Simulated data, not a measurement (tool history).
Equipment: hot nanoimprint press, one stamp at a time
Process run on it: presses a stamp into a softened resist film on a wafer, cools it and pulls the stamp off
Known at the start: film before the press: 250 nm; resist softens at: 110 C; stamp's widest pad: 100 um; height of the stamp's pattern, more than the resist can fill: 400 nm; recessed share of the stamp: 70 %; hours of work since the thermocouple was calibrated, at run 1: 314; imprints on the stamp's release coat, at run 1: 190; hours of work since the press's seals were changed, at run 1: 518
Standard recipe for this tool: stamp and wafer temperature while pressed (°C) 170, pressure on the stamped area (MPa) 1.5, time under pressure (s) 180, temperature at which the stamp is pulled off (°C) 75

run     day  stamp and wafer temperature while pressed (°C)  pressure on the stamped area (MPa)  time under pressure (s)  temperature at which the stamp is pulled off (°C)  hours of work since the thermocouple was calibrated  imprints on the stamp's release coat  hours of work since the press's seals were changed  resist left under the stamp's widest pad (nm)  greatest force while the stamp is pulled off (N)
  1       0                                             170                                 1.5                      180                                                 75                                                  314                                   190                                                 518                                           98.9                                               141
  2   0.917                                             170                                2.16                      180                                                 75                                                  326                                   274                                                 530                                           82.6                                               140
  3   1.638                                             170                                2.16                      180                                                 75                                                  335                                   340                                                 540                                           83.1                                               142
  4   2.312                                             170                                1.99                      180                                                 75                                                  344                                   402                                                 549                                           86.3                                               143
  5   3.325                                             170                                1.99                      180                                                 75                                                  358                                   495                                                 562                                           85.8                                               141
      3.942  -- stamp cleaned and given a new release coat
  6   4.662                                             170                                1.99                      180                                                 75                                                  372                                    66                                                 576                                           86.8                                               140
  7   5.592                                             167                                 1.5                      180                                                 75                                                  384                                   151                                                 588                                          114.1                                               145
  8    6.55                                             167                                 1.5                      180                                                 75                                                  397                                   239                                                 601                                          112.9                                               143
  9   7.633                                             173                                 1.5                      180                                                 75                                                  411                                   338                                                 615                                           87.6                                               142
 10   8.321                                             173                                 1.5                      180                                                 75                                                  420                                   401                                                 624                                           88.3                                               142
 11   9.154                                             173                                 1.5                      180                                                 75                                                  431                                   477                                                 635                                             88                                               141
      9.992  -- stamp cleaned and given a new release coat
 12  10.125                                             170                                 1.5                      180                                                 75                                                  440                                    12                                                 645                                          100.1                                               144
 13  10.758                                             170                                 1.5                      180                                                 75                                                  448                                    70                                                 653                                          100.1                                               144
 14  11.254                                             170                                 1.5                      180                                                 75                                                  455                                   116                                                 659                                          100.7                                               143
 15  12.121                                             170                                 1.5                      180                                                 75                                                  466                                   195                                                 671                                          100.4                                               140
 16  12.871                                             170                                 1.5                      180                                                 75                                                  476                                   264                                                 680                                          100.4                                               142
 17  13.638                                             170                                 1.5                      180                                                 75                                                  486                                   334                                                 691                                           99.3                                               142
 18  14.571                                             170                                 1.5                      114                                                 72                                                  498                                   420                                                 703                                          117.4                                               148
 19  15.571                                             159                                 1.5                      180                                                 80                                                  511                                   511                                                 716                                            155                                               135
     15.992  -- stamp cleaned and given a new release coat
 20  16.525                                             171                                 1.5                      180                                                 64                                                  521                                    49                                                 725                                           95.8                                               156
 21  17.471                                             178                                 1.1                      180                                                 64                                                  533                                   135                                                 737                                           85.7                                               155
     17.817  -- plate thermocouple calibrated
 22   18.65                                             165                                2.11                      139                                                 81                                                   11                                   232                                                 751                                          114.1                                               132
 23  19.296                                             165                                2.11                      139                                                 81                                                   19                                   291                                                 760                                          113.4                                               134
 24  20.008                                             164                                1.26                      135                                                 75                                                   29                                   356                                                 769                                          150.1                                               144
 25  20.754                                             174                                1.14                      256                                                 76                                                   38                                   425                                                 779                                           86.2                                               145
 26  21.804                                             174                                1.22                       99                                                 68                                                   52                                   521                                                 793                                          118.5                                               153
     22.112  -- stamp cleaned and given a new release coat
 27  22.633                                             182                                2.05                       99                                                 79                                                   60                                    48                                                 800                                           67.4                                               136
 28  23.475                                             170                                   1                      180                                                 70                                                   71                                   125                                                 811                                          121.3                                               154
 29  24.633                                             179                                 1.5                      220                                                 75                                                   86                                   231                                                 826                                           65.2                                               142
 30  25.767                                             179                                 1.5                      220                                                 75                                                  101                                   335                                                 841                                           65.1                                               140
 31  26.533                                             163                                1.96                      220                                                 72                                                  111                                   405                                                 851                                          108.6                                               146

3 ways to go on from here, each from the tool as it stands after run 31. What would each give?
  A  27.379                                             163                                 1.5                      180                                                 79                                                  122                                   483                                                 862                                              ?                                                 ?
  B  27.379                                             163                                1.82                      220                                                 72                                                  122                                   483                                                 862                                              ?                                                 ?
  C  27.379                                             163                                1.53                      220                                                 72                                                  122                                   483                                                 862                                              ?                                                 ?

run  resist left under the stamp's widest pad (nm)  greatest force while the stamp is pulled off (N)
  A                                            132                                               137
  B                                          113.1                                               148
  C                                          123.3                                               144
What these runs would have given with no unlogged condition in the tool:
run  resist left under the stamp's widest pad (nm)  greatest force while the stamp is pulled off (N)
  A                                          131.8                                               137
  B                                          112.9                                               148
  C                                          123.1                                               144
